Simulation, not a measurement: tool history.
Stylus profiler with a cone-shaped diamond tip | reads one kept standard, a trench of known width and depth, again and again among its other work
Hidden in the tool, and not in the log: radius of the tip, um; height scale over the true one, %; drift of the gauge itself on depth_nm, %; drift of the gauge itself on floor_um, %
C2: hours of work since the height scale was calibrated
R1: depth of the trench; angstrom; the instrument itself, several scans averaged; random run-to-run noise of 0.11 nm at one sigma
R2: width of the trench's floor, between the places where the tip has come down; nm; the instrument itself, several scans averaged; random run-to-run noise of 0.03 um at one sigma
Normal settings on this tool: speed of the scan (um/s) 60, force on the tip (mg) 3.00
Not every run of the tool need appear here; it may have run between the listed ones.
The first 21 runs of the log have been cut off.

{"run": 22, "hour": 2154.8, "speed of the scan (um/s)": 60, "force on the tip (mg)": 3.0, "scans with this tip": 19028, "C2": 736, "R1": 2012.9, "R2": 47730}
{"run": 23, "hour": 2299.6, "speed of the scan (um/s)": 40, "force on the tip (mg)": 5.73, "scans with this tip": 19537, "C2": 845, "R1": 2018.8, "R2": 47870}
{"run": 24, "hour": 2421.6, "speed of the scan (um/s)": 34, "force on the tip (mg)": 3.2, "scans with this tip": 19965, "C2": 936, "R1": 2013.5, "R2": 47870}
{"run": 25, "hour": 2563.1, "speed of the scan (um/s)": 24, "force on the tip (mg)": 2.15, "scans with this tip": 20461, "C2": 1043, "R1": 2010.6, "R2": 47870}
{"run": 26, "hour": 2656.8, "speed of the scan (um/s)": 24, "force on the tip (mg)": 2.15, "scans with this tip": 20790, "C2": 1113, "R1": 2011.3, "R2": 47900}
{"run": 27, "hour": 2732.6, "speed of the scan (um/s)": 24, "force on the tip (mg)": 2.15, "scans with this tip": 21056, "C2": 1170, "R1": 2010.0, "R2": 47900}
{"run": 28, "hour": 2873.7, "speed of the scan (um/s)": 117, "force on the tip (mg)": 2.6, "scans with this tip": 21551, "C2": 1276, "R1": 2011.4, "R2": 47460}
{"hour": 2885.5, "done": "new tip fitted, height scale calibrated"}
{"run": 29, "hour": 2945.9, "speed of the scan (um/s)": 29, "force on the tip (mg)": 7.98, "scans with this tip": 212, "C2": 45, "R1": 2026.4, "R2": 47950}
{"run": 30, "hour": 3059.5, "speed of the scan (um/s)": 193, "force on the tip (mg)": 6.84, "scans with this tip": 611, "C2": 131, "R1": 2023.0, "R2": 47500}
{"run": 31, "hour": 3142.2, "speed of the scan (um/s)": 193, "force on the tip (mg)": 6.84, "scans with this tip": 901, "C2": 193, "R1": 2022.6, "R2": 47520}
{"run": 32, "hour": 3248.1, "speed of the scan (um/s)": 70, "force on the tip (mg)": 1.61, "scans with this tip": 1272, "C2": 273, "R1": 2008.4, "R2": 47620}
{"run": 33, "hour": 3374.9, "speed of the scan (um/s)": 42, "force on the tip (mg)": 3.0, "scans with this tip": 1717, "C2": 368, "R1": 2014.3, "R2": 47830}
{"run": 34, "hour": 3450.5, "speed of the scan (um/s)": 111, "force on the tip (mg)": 2.64, "scans with this tip": 1982, "C2": 425, "R1": 2012.5, "R2": 47540}
{"run": 35, "hour": 3587.7, "speed of the scan (um/s)": 40, "force on the tip (mg)": 3.22, "scans with this tip": 2464, "C2": 528, "R1": 2013.1, "R2": 47840}
{"run": 36, "hour": 3719.7, "speed of the scan (um/s)": 40, "force on the tip (mg)": 3.22, "scans with this tip": 2927, "C2": 627, "R1": 2013.3, "R2": 47840}
{"run": 37, "hour": 3781.1, "speed of the scan (um/s)": 76, "force on the tip (mg)": 4.11, "scans with this tip": 3143, "C2": 674, "R1": 2017.4, "R2": 47820}
{"run": 38, "hour": 3861.4, "speed of the scan (um/s)": 76, "force on the tip (mg)": 4.11, "scans with this tip": 3425, "C2": 734, "R1": 2016.4, "R2": 47800}
{"run": 39, "hour": 4007.3, "speed of the scan (um/s)": 109, "force on the tip (mg)": 7.79, "scans with this tip": 3937, "C2": 844, "R1": 2024.9, "R2": 47700}
{"run": 40, "hour": 4150.8, "speed of the scan (um/s)": 30, "force on the tip (mg)": 8.56, "scans with this tip": 4440, "C2": 952, "R1": 2025.9, "R2": 47980}
{"run": 41, "hour": 4251.5, "speed of the scan (um/s)": 42, "force on the tip (mg)": 6.67, "scans with this tip": 4794, "C2": 1027, "R1": 2023.4, "R2": 47950}
{"run": 42, "hour": 4384.3, "speed of the scan (um/s)": 42, "force on the tip (mg)": 6.67, "scans with this tip": 5260, "C2": 1127, "R1": 2022.2, "R2": 47920}
{"run": 43, "hour": 4520.9, "speed of the scan (um/s)": 21, "force on the tip (mg)": 1.45, "scans with this tip": 5739, "C2": 1230, "R1": 2008.7, "R2": 47900}

Each row is a separate what-if for the run after 43, all from the same tool condition, not one after another. Results?
{"run": "A", "hour": 4587.4, "speed of the scan (um/s)": 228, "force on the tip (mg)": 3.31, "scans with this tip": 5972, "C2": 1280, "R1": "?", "R2": "?"}
{"run": "B", "hour": 4587.4, "speed of the scan (um/s)": 182, "force on the tip (mg)": 4.18, "scans with this tip": 5972, "C2": 1280, "R1": "?", "R2": "?"}
{"run": "C", "hour": 4587.4, "speed of the scan (um/s)": 74, "force on the tip (mg)": 1.42, "scans with this tip": 5972, "C2": 1280, "R1": "?", "R2": "?"}
{"run": "D", "hour": 4587.4, "speed of the scan (um/s)": 182, "force on the tip (mg)": 2.44, "scans with this tip": 5972, "C2": 1280, "R1": "?", "R2": "?"}

run=A R1=2013.2 R2=47110
run=B R1=2016.6 R2=47340
run=C R1=2007.4 R2=47550
run=D R1=2011.2 R2=47190
Take away the tool's hidden state, keep each run's random variation, and the runs would have read:
run=A R1=2012.9 R2=47120
run=B R1=2016.3 R2=47350
run=C R1=2007.1 R2=47560
run=D R1=2010.9 R2=47200

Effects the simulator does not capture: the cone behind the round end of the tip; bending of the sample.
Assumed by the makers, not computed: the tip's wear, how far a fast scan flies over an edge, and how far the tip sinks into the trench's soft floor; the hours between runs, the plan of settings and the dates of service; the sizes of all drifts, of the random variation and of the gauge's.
